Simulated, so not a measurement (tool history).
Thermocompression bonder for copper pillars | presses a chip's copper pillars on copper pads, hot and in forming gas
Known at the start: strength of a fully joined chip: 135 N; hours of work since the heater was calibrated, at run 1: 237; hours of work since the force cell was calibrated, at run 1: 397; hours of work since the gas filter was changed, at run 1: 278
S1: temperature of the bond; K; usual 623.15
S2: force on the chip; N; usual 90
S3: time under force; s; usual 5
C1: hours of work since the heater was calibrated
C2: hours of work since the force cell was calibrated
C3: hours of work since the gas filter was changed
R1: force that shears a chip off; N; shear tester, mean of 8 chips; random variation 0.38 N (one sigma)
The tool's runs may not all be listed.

run	hour	S1	S2	S3	C1	C2	C3	R1
1	0	623.15	90	5	237	397	278	92.6
2	11.2	623.15	90	5	244	404	285	91.9
3	25.3	623.15	90	5	254	413	295	92.3
4	35.5	623.15	121	5	261	420	302	107.5
5	51.3	623.15	121	5	271	431	312	107
6	67.5	613.15	90	5	282	441	323	85.7
7	78.1	613.15	90	5	289	448	330	85.7
8	93.7	613.15	90	5	299	459	340	85.4
9	110.4	613.15	90	5	310	470	351	86
10	125.1	613.15	94	5	320	480	361	87.3
# hour 132.4: forming gas filter changed
11	137.8	623.15	90	5	328	488	4	100
12	144.6	623.15	90	5	333	492	8	99.3
13	151.8	623.15	90	5	338	497	13	99.7
14	159.9	623.15	90	5	343	502	18	99.2
15	176.2	623.15	90	5	354	513	29	99.1
16	190.9	623.15	90	5	364	523	39	99
17	204.3	648.15	90	5	372	532	48	111.6
18	215.9	648.15	90	5	380	540	55	111.3
19	228.8	623.15	90	5	389	548	64	98.4
20	242.8	638.15	90	5	398	558	73	106
21	257.5	610.15	90	3	408	567	83	78.5
22	267.4	647.15	90	7	414	574	90	116.4
23	283.5	642.15	80	5	425	585	100	101
24	293.8	627.15	101	5	432	591	107	106.4
25	302.1	627.15	58	5	437	597	113	71.8
26	314.7	648.15	62	10	446	605	121	103.3
27	325	611.15	62	10	453	612	128	82.7
28	338.1	623.15	95	3	461	621	137	89.1
29	352.6	608.15	90	4	471	630	146	82.6
30	361.9	643.15	121	4	477	637	152	117.2
31	378	603.15	89	4	488	647	163	78.8
32	388.8	603.15	89	6	495	655	170	87.8
33	397.1	623.15	97	4	501	660	176	95.8
34	408.1	616.15	79	6	508	667	183	88.1
35	419.2	623.15	93	5	515	675	191	98.2
36	433	637.15	93	5	524	684	200	104.7
37	445.8	637.15	93	5	533	692	208	104.5
38	454.7	636.15	121	5	539	698	214	116.2
39	468.1	638.15	90	15	548	707	223	119

Forecast each of these 5 alternatives for the next run:
A	484.3	606.15	90	3	558	718	234	?
B	484.3	638.15	115	15	558	718	234	?
C	484.3	623.15	113	5	558	718	234	?
D	484.3	638.15	90	10	558	718	234	?
E	484.3	605.15	90	5	558	718	234	?

run	R1
A	73.9
B	124
C	107.3
D	114.2
E	84.9
Without the tool's hidden state the same runs would have given:
run	R1
A	74.1
B	131.1
C	110.7
D	118.8
E	85.7
